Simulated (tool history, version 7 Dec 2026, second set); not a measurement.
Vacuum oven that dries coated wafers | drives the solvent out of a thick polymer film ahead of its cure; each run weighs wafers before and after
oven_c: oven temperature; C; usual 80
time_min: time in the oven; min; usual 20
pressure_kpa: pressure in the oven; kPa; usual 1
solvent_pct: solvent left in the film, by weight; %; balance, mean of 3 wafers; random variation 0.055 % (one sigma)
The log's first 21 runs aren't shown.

Run 22, day 28.471: usual settings. Result: solvent_pct 2.19 %.
Run 23, day 29.888: usual settings. Result: solvent_pct 2.16 %.
Run 24, day 31.471: usual settings but oven_c 72 C, time_min 18 min, pressure_kpa 2.44 kPa. Result: solvent_pct 4.66 %.
Run 25, day 32.354: usual settings but oven_c 83 C, time_min 35 min, pressure_kpa 0.57 kPa. Result: solvent_pct 0.49 %.
Run 26, day 33.879: usual settings but oven_c 83 C, time_min 35 min, pressure_kpa 0.57 kPa. Result: solvent_pct 0.54 %.
Run 27, day 34.896: usual settings but pressure_kpa 1.27 kPa. Result: solvent_pct 2.29 %.
Run 28, day 36.192: usual settings but oven_c 86 C, time_min 26 min, pressure_kpa 1.27 kPa. Result: solvent_pct 0.84 %.
Run 29, day 37.771: usual settings but oven_c 78 C, pressure_kpa 1.24 kPa. Result: solvent_pct 2.63 %.
Run 30, day 38.817: usual settings but oven_c 91 C, time_min 15 min, pressure_kpa 1.62 kPa. Result: solvent_pct 1.48 %.
Run 31, day 39.629: usual settings but oven_c 91 C, time_min 15 min, pressure_kpa 1.62 kPa. Result: solvent_pct 1.57 %.
Run 32, day 41.571: usual settings but oven_c 88 C, time_min 26 min, pressure_kpa 2.67 kPa. Result: solvent_pct 1.33 %.
Run 33, day 42.554: usual settings but oven_c 71 C. Result: solvent_pct 4 %.
Run 34, day 43.942: usual settings but oven_c 93 C, time_min 30 min, pressure_kpa 2.52 kPa. Result: solvent_pct 0.77 %.
Run 35, day 45.662: usual settings but oven_c 93 C, time_min 30 min, pressure_kpa 2.52 kPa. Result: solvent_pct 0.83 %.
Run 36, day 47.075: usual settings but oven_c 69 C, time_min 16 min, pressure_kpa 0.62 kPa. Result: solvent_pct 4.94 %.
Run 37, day 48.271: usual settings but oven_c 66 C, time_min 33 min, pressure_kpa 3.76 kPa. Result: solvent_pct 5.34 %.
Run 38, day 49.096: usual settings but oven_c 66 C, time_min 33 min, pressure_kpa 3.76 kPa. Result: solvent_pct 5.31 %.
Run 39, day 50.896: usual settings but oven_c 88 C, time_min 26 min, pressure_kpa 1.83 kPa. Result: solvent_pct 1.08 %.
Run 40, day 52.096: usual settings but oven_c 88 C, time_min 26 min, pressure_kpa 1.83 kPa. Result: solvent_pct 0.99 %.
Run 41, day 53.125: usual settings but oven_c 88 C, time_min 26 min, pressure_kpa 1.83 kPa. Result: solvent_pct 1.01 %.
Run 42, day 54.067: usual settings but oven_c 88 C, time_min 28 min, pressure_kpa 1.83 kPa. Result: solvent_pct 0.93 %.
Run 43, day 55.804: usual settings but oven_c 90 C, time_min 10 min, pressure_kpa 1.35 kPa. Result: solvent_pct 2.68 %.
Run 44, day 56.683: usual settings but oven_c 67 C, time_min 34 min, pressure_kpa 0.64 kPa. Result: solvent_pct 2.86 %.
Run 45, day 58.2: usual settings but oven_c 68 C, time_min 14 min, pressure_kpa 0.8 kPa. Result: solvent_pct 5.64 %.
Run 46, day 59.008: usual settings but oven_c 68 C, time_min 14 min, pressure_kpa 0.8 kPa. Result: solvent_pct 5.64 %.

Forecast each of these 3 alternatives for the next run:
Run A, day 60.292: usual settings but oven_c 68 C, time_min 14 min, pressure_kpa 3.12 kPa. Result: solvent_pct ?.
Run B, day 60.292: usual settings but oven_c 95 C, time_min 21 min, pressure_kpa 0.94 kPa. Result: solvent_pct ?.
Run C, day 60.292: usual settings but oven_c 93 C, time_min 10 min, pressure_kpa 0.65 kPa. Result: solvent_pct ?.

run  solvent_pct
  A          6.7
  B         0.46
  C          2.1
Without the tool's hidden state the same runs would have given:
run  solvent_pct
  A         6.67
  B         0.45
  C         2.08
